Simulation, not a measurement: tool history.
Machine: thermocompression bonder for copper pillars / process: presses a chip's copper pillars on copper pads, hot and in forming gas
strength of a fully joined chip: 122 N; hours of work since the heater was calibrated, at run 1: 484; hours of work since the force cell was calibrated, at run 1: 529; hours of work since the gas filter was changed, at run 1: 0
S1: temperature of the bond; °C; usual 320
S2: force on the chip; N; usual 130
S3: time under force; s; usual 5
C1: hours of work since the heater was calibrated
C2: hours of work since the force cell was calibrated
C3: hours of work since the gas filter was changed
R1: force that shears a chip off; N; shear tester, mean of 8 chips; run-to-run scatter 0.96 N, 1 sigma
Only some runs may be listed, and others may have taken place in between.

{"run": 1, "hour": 0.0, "S1": 320, "S2": 130, "S3": 5, "C1": 484, "C2": 529, "C3": 0, "R1": 81.2}
{"run": 2, "hour": 16.2, "S1": 320, "S2": 130, "S3": 5, "C1": 496, "C2": 542, "C3": 12, "R1": 82}
{"run": 3, "hour": 26.7, "S1": 320, "S2": 130, "S3": 5, "C1": 504, "C2": 550, "C3": 20, "R1": 83.2}
{"run": 4, "hour": 40.2, "S1": 320, "S2": 137, "S3": 5, "C1": 515, "C2": 560, "C3": 31, "R1": 84}
{"run": 5, "hour": 52.9, "S1": 320, "S2": 137, "S3": 5, "C1": 524, "C2": 570, "C3": 40, "R1": 84.2}
{"run": 6, "hour": 63.8, "S1": 320, "S2": 137, "S3": 5, "C1": 533, "C2": 578, "C3": 49, "R1": 83.2}
{"run": 7, "hour": 79.8, "S1": 320, "S2": 130, "S3": 5, "C1": 545, "C2": 590, "C3": 61, "R1": 81.6}
{"run": 8, "hour": 97.9, "S1": 320, "S2": 130, "S3": 5, "C1": 559, "C2": 604, "C3": 75, "R1": 81.3}
{"run": 9, "hour": 114.8, "S1": 320, "S2": 130, "S3": 5, "C1": 572, "C2": 617, "C3": 88, "R1": 82}
{"run": 10, "hour": 135.4, "S1": 320, "S2": 130, "S3": 5, "C1": 587, "C2": 633, "C3": 104, "R1": 81.2}
{"run": 11, "hour": 152.9, "S1": 320, "S2": 130, "S3": 5, "C1": 601, "C2": 646, "C3": 117, "R1": 80.8}
{"run": 12, "hour": 166.9, "S1": 320, "S2": 130, "S3": 5, "C1": 611, "C2": 657, "C3": 128, "R1": 80.8}
{"run": 13, "hour": 182.0, "S1": 320, "S2": 164, "S3": 5, "C1": 623, "C2": 669, "C3": 139, "R1": 92.9}
{"hour": 200.4, "done": "forming gas filter changed"}
{"run": 14, "hour": 204.1, "S1": 320, "S2": 164, "S3": 5, "C1": 640, "C2": 685, "C3": 3, "R1": 93.2}
{"run": 15, "hour": 215.0, "S1": 320, "S2": 130, "S3": 9, "C1": 648, "C2": 693, "C3": 11, "R1": 95.1}
{"run": 16, "hour": 227.2, "S1": 320, "S2": 130, "S3": 9, "C1": 657, "C2": 703, "C3": 20, "R1": 94.7}
{"run": 17, "hour": 249.0, "S1": 299, "S2": 130, "S3": 5, "C1": 674, "C2": 719, "C3": 37, "R1": 67.9}
{"run": 18, "hour": 267.3, "S1": 308, "S2": 93, "S3": 4, "C1": 688, "C2": 733, "C3": 51, "R1": 51.7}
{"run": 19, "hour": 284.0, "S1": 293, "S2": 94, "S3": 3, "C1": 701, "C2": 746, "C3": 64, "R1": 38.6}
{"run": 20, "hour": 298.0, "S1": 316, "S2": 100, "S3": 5, "C1": 711, "C2": 757, "C3": 75, "R1": 64.5}
{"run": 21, "hour": 315.6, "S1": 316, "S2": 87, "S3": 14, "C1": 725, "C2": 770, "C3": 88, "R1": 81.2}
{"run": 22, "hour": 337.0, "S1": 336, "S2": 113, "S3": 7, "C1": 741, "C2": 787, "C3": 104, "R1": 91}
{"run": 23, "hour": 349.3, "S1": 336, "S2": 113, "S3": 7, "C1": 751, "C2": 796, "C3": 114, "R1": 90}
{"run": 24, "hour": 370.3, "S1": 327, "S2": 137, "S3": 13, "C1": 767, "C2": 812, "C3": 130, "R1": 106.8}
{"run": 25, "hour": 388.5, "S1": 340, "S2": 146, "S3": 3, "C1": 781, "C2": 826, "C3": 144, "R1": 89.2}
{"hour": 402.1, "done": "forming gas filter changed"}
{"run": 26, "hour": 403.2, "S1": 347, "S2": 83, "S3": 14, "C1": 791, "C2": 837, "C3": 1, "R1": 96}
{"run": 27, "hour": 419.2, "S1": 320, "S2": 85, "S3": 14, "C1": 804, "C2": 849, "C3": 13, "R1": 81.2}
{"run": 28, "hour": 438.2, "S1": 320, "S2": 85, "S3": 14, "C1": 818, "C2": 864, "C3": 28, "R1": 79.9}
{"run": 29, "hour": 456.6, "S1": 334, "S2": 130, "S3": 5, "C1": 832, "C2": 878, "C3": 42, "R1": 90}

Branching from run 29: 4 alternative next runs. What would each branch give?
{"run": "A", "hour": 472.9, "S1": 294, "S2": 121, "S3": 11, "C1": 845, "C2": 890, "C3": 54, "R1": "?"}
{"run": "B", "hour": 472.9, "S1": 334, "S2": 89, "S3": 4, "C1": 845, "C2": 890, "C3": 54, "R1": "?"}
{"run": "C", "hour": 472.9, "S1": 323, "S2": 119, "S3": 5, "C1": 845, "C2": 890, "C3": 54, "R1": "?"}
{"run": "D", "hour": 472.9, "S1": 310, "S2": 130, "S3": 15, "C1": 845, "C2": 890, "C3": 54, "R1": "?"}

run=A R1=77.2
run=B R1=65.7
run=C R1=77.6
run=D R1=97.6
The same runs, with their run-to-run variation unchanged, on a tool lacking any hidden condition would have given:
run=A R1=77.6
run=B R1=66
run=C R1=78
run=D R1=98
